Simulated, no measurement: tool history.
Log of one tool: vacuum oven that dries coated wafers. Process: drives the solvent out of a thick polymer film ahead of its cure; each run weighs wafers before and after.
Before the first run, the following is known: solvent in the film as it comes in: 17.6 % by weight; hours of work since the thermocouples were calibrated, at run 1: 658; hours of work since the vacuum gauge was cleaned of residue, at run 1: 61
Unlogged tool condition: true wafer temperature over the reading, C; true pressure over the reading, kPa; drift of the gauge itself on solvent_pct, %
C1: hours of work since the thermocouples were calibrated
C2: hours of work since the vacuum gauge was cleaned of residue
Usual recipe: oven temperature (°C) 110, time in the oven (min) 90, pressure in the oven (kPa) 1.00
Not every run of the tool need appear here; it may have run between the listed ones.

run 1 hour=0.0 | oven_temperature_(°C)=110 time_in_the_oven_(min)=90 pressure_in_the_oven_(kPa)=1.00 | C1=658 C2=61 | solvent_left_in_the_film_(%)=1.41
run 2 hour=69.5 | oven_temperature_(°C)=110 time_in_the_oven_(min)=90 pressure_in_the_oven_(kPa)=1.00 | C1=697 C2=100 | solvent_left_in_the_film_(%)=1.50
run 3 hour=134.9 | oven_temperature_(°C)=110 time_in_the_oven_(min)=90 pressure_in_the_oven_(kPa)=1.00 | C1=733 C2=136 | solvent_left_in_the_film_(%)=1.48
run 4 hour=187.7 | oven_temperature_(°C)=110 time_in_the_oven_(min)=90 pressure_in_the_oven_(kPa)=1.00 | C1=763 C2=166 | solvent_left_in_the_film_(%)=1.47
run 5 hour=257.6 | oven_temperature_(°C)=110 time_in_the_oven_(min)=90 pressure_in_the_oven_(kPa)=1.00 | C1=802 C2=205 | solvent_left_in_the_film_(%)=1.43
run 6 hour=327.9 | oven_temperature_(°C)=110 time_in_the_oven_(min)=90 pressure_in_the_oven_(kPa)=1.00 | C1=841 C2=244 | solvent_left_in_the_film_(%)=1.35
run 7 hour=361.8 | oven_temperature_(°C)=110 time_in_the_oven_(min)=90 pressure_in_the_oven_(kPa)=1.00 | C1=860 C2=263 | solvent_left_in_the_film_(%)=1.39
run 8 hour=403.9 | oven_temperature_(°C)=100 time_in_the_oven_(min)=90 pressure_in_the_oven_(kPa)=1.00 | C1=884 C2=287 | solvent_left_in_the_film_(%)=3.41
run 9 hour=458.2 | oven_temperature_(°C)=100 time_in_the_oven_(min)=90 pressure_in_the_oven_(kPa)=1.00 | C1=914 C2=317 | solvent_left_in_the_film_(%)=3.43
run 10 hour=497.7 | oven_temperature_(°C)=100 time_in_the_oven_(min)=90 pressure_in_the_oven_(kPa)=1.00 | C1=936 C2=339 | solvent_left_in_the_film_(%)=3.40
run 11 hour=531.0 | oven_temperature_(°C)=100 time_in_the_oven_(min)=90 pressure_in_the_oven_(kPa)=1.00 | C1=954 C2=357 | solvent_left_in_the_film_(%)=3.37
run 12 hour=570.2 | oven_temperature_(°C)=100 time_in_the_oven_(min)=90 pressure_in_the_oven_(kPa)=1.00 | C1=976 C2=379 | solvent_left_in_the_film_(%)=3.47
run 13 hour=603.6 | oven_temperature_(°C)=110 time_in_the_oven_(min)=47 pressure_in_the_oven_(kPa)=1.00 | C1=995 C2=398 | solvent_left_in_the_film_(%)=3.15
run 14 hour=638.7 | oven_temperature_(°C)=97 time_in_the_oven_(min)=75 pressure_in_the_oven_(kPa)=2.08 | C1=1015 C2=418 | solvent_left_in_the_film_(%)=6.53
run 15 hour=716.0 | oven_temperature_(°C)=101 time_in_the_oven_(min)=48 pressure_in_the_oven_(kPa)=0.54 | C1=1058 C2=461 | solvent_left_in_the_film_(%)=5.36
run 16 hour=769.5 | oven_temperature_(°C)=101 time_in_the_oven_(min)=48 pressure_in_the_oven_(kPa)=0.54 | C1=1088 C2=491 | solvent_left_in_the_film_(%)=5.41
run 17 hour=810.4 | oven_temperature_(°C)=104 time_in_the_oven_(min)=69 pressure_in_the_oven_(kPa)=0.54 | C1=1111 C2=514 | solvent_left_in_the_film_(%)=2.77
run 18 hour=859.9 | oven_temperature_(°C)=98 time_in_the_oven_(min)=45 pressure_in_the_oven_(kPa)=0.67 | C1=1138 C2=541 | solvent_left_in_the_film_(%)=6.67
run 19 hour=931.4 | oven_temperature_(°C)=98 time_in_the_oven_(min)=72 pressure_in_the_oven_(kPa)=0.67 | C1=1178 C2=581 | solvent_left_in_the_film_(%)=4.47
run 20 hour=967.6 | oven_temperature_(°C)=118 time_in_the_oven_(min)=93 pressure_in_the_oven_(kPa)=0.67 | C1=1198 C2=601 | solvent_left_in_the_film_(%)=0.66
-- hour=1016.9 oven's thermocouples calibrated
run 21 hour=1034.2 | oven_temperature_(°C)=118 time_in_the_oven_(min)=93 pressure_in_the_oven_(kPa)=0.67 | C1=10 C2=637 | solvent_left_in_the_film_(%)=0.54
run 22 hour=1074.3 | oven_temperature_(°C)=118 time_in_the_oven_(min)=93 pressure_in_the_oven_(kPa)=0.67 | C1=32 C2=660 | solvent_left_in_the_film_(%)=0.59
run 23 hour=1116.6 | oven_temperature_(°C)=118 time_in_the_oven_(min)=93 pressure_in_the_oven_(kPa)=0.67 | C1=56 C2=683 | solvent_left_in_the_film_(%)=0.53

Consider 5 possible next runs. They are alternatives, not a sequence: every one starts from the tool as it was left by run 23. What does each give?
run A hour=1150.5 | oven_temperature_(°C)=113 time_in_the_oven_(min)=90 pressure_in_the_oven_(kPa)=2.24 | C1=75 C2=702 | solvent_left_in_the_film_(%)=?
run B hour=1150.5 | oven_temperature_(°C)=97 time_in_the_oven_(min)=131 pressure_in_the_oven_(kPa)=1.00 | C1=75 C2=702 | solvent_left_in_the_film_(%)=?
run C hour=1150.5 | oven_temperature_(°C)=118 time_in_the_oven_(min)=50 pressure_in_the_oven_(kPa)=2.89 | C1=75 C2=702 | solvent_left_in_the_film_(%)=?
run D hour=1150.5 | oven_temperature_(°C)=99 time_in_the_oven_(min)=90 pressure_in_the_oven_(kPa)=1.01 | C1=75 C2=702 | solvent_left_in_the_film_(%)=?
run E hour=1150.5 | oven_temperature_(°C)=118 time_in_the_oven_(min)=64 pressure_in_the_oven_(kPa)=3.06 | C1=75 C2=702 | solvent_left_in_the_film_(%)=?

run=A solvent_left_in_the_film_(%)=2.41
run=B solvent_left_in_the_film_(%)=2.89
run=C solvent_left_in_the_film_(%)=2.93
run=D solvent_left_in_the_film_(%)=3.73
run=E solvent_left_in_the_film_(%)=2.70
With the hidden condition removed and each run's random variation left untouched, the same runs would have given:
run=A solvent_left_in_the_film_(%)=2.40
run=B solvent_left_in_the_film_(%)=2.88
run=C solvent_left_in_the_film_(%)=2.92
run=D solvent_left_in_the_film_(%)=3.72
run=E solvent_left_in_the_film_(%)=2.69

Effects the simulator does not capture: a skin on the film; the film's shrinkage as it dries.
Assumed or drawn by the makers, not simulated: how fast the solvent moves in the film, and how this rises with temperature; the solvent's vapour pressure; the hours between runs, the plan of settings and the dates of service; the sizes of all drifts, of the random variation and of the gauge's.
